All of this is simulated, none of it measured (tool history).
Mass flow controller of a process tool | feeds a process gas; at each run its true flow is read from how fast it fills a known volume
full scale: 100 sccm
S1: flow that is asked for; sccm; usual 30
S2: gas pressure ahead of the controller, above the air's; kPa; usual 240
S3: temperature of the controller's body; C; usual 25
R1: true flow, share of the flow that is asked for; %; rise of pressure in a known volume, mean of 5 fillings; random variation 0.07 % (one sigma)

run	day	S1	S2	S3	R1
1	0.000	30	240	25	96.71
2	4.417	30	240	25	96.69
3	9.346	27	240	25	96.39
4	15.958	27	240	25	96.15
5	20.654	27	240	25	96.16
6	26.471	30	240	25	96.63
7	31.012	30	240	36	95.64
8	37.196	30	240	36	95.55
9	41.571	30	240	36	95.67
10	47.671	30	240	25	96.23
11	54.262	30	240	25	96.21
12	57.742	28	221	32	95.51
13	63.338	28	221	32	95.44
14	69.475	45	240	31	97.17
15	75.492	57	143	22	99.00
16	81.442	20	240	32	93.54
17	85.667	30	170	27	96.05
18	92.062	13	253	34	90.06
19	99.471	53	155	22	98.66
20	105.071	37	230	28	96.68
21	112.379	85	209	25	100.04
22	119.058	30	240	21	96.02

The same runs without the tool's hidden state, with the same run-to-run variation:
The hidden state here: flow at rest that the sensor doesn't see, % of full scale; true flow over the shown one, %; drift of the gauge itself on true_pct, %.
run	R1
1	98.13
2	98.14
3	98.16
4	98.00
5	98.04
6	98.25
7	97.30
8	97.24
9	97.40
10	98.00
11	98.02
12	97.59
13	97.56
14	97.98
15	99.35
16	97.33
17	98.12
18	97.00
19	99.18
20	98.16
21	99.75
22	98.34
